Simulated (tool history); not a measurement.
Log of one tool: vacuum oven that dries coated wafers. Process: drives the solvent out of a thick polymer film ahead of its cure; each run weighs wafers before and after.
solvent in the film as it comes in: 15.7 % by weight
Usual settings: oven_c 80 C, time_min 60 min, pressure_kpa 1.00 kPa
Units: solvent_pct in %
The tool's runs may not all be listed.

| run | day | oven_c | time_min | pressure_kpa | solvent_pct |
|---|---|---|---|---|---|
| 1 | 0.000 | 80 | 60 | 1.00 | 2.99 |
| 2 | 2.071 | 80 | 60 | 1.00 | 2.90 |
| 3 | 4.517 | 80 | 30 | 1.00 | 5.91 |
| 4 | 6.188 | 80 | 30 | 1.00 | 5.99 |
| 5 | 7.354 | 80 | 30 | 1.00 | 6.09 |
| 6 | 9.704 | 80 | 30 | 1.00 | 6.07 |
| 7 | 11.421 | 80 | 90 | 1.00 | 1.71 |
| 8 | 13.821 | 80 | 60 | 1.00 | 3.07 |
| 9 | 15.783 | 80 | 60 | 0.80 | 2.96 |
| 10 | 17.500 | 80 | 60 | 1.19 | 3.19 |
| 11 | 20.271 | 80 | 60 | 1.19 | 3.09 |
| 12 | 21.671 | 95 | 60 | 1.19 | 0.97 |
| 13 | 22.992 | 95 | 60 | 1.19 | 0.99 |
| 14 | 24.488 | 80 | 60 | 1.00 | 3.00 |
| 15 | 25.671 | 80 | 60 | 1.00 | 3.06 |
| 16 | 27.879 | 80 | 60 | 1.00 | 3.06 |
| 17 | 29.829 | 80 | 60 | 1.00 | 3.16 |
| 18 | 31.550 | 80 | 60 | 1.00 | 3.12 |
| 19 | 33.167 | 74 | 60 | 1.00 | 4.47 |
| 20 | 34.475 | 74 | 60 | 1.00 | 4.50 |
| 21 | 37.058 | 74 | 60 | 1.00 | 4.43 |
| 22 | 39.225 | 80 | 60 | 1.00 | 3.07 |
| 23 | 40.992 | 80 | 60 | 1.00 | 3.17 |
| 24 | 43.200 | 80 | 60 | 1.00 | 3.21 |
| 25 | 44.608 | 92 | 46 | 1.00 | 1.91 |
| 26 | 46.312 | 92 | 46 | 1.13 | 2.02 |
| 27 | 47.492 | 92 | 46 | 1.13 | 2.03 |
| 28 | 49.646 | 92 | 46 | 1.13 | 1.92 |
| 29 | 51.858 | 80 | 84 | 1.00 | 2.02 |
| 30 | 53.438 | 72 | 41 | 0.73 | 6.55 |
| 31 | 55.912 | 72 | 41 | 0.73 | 6.62 |
| 32 | 58.433 | 80 | 60 | 1.04 | 3.28 |
| 33 | 60.729 | 85 | 34 | 0.97 | 4.54 |
| 34 | 63.612 | 85 | 34 | 0.97 | 4.57 |
|  | 64.175 | oven's thermocouples calibrated |
| 35 | 66.021 | 85 | 34 | 0.97 | 4.43 |
| 36 | 67.458 | 85 | 83 | 3.25 | 2.43 |
| 37 | 70.121 | 84 | 83 | 0.59 | 1.25 |
| 38 | 72.867 | 84 | 83 | 0.59 | 1.32 |
| 39 | 75.654 | 85 | 94 | 1.51 | 1.44 |
| 40 | 77.279 | 85 | 33 | 1.76 | 4.83 |
| 41 | 79.775 | 72 | 51 | 2.17 | 6.47 |
| 42 | 81.679 | 79 | 98 | 1.44 | 2.11 |
| 43 | 83.108 | 79 | 36 | 0.59 | 5.29 |

Run 44 comes next. What will it give?
| 44 | 85.588 | 92 | 49 | 0.59 | ? |

solvent_pct: 1.68 %
Without the tool's hidden state the same run would have given solvent_pct 1.44 %.

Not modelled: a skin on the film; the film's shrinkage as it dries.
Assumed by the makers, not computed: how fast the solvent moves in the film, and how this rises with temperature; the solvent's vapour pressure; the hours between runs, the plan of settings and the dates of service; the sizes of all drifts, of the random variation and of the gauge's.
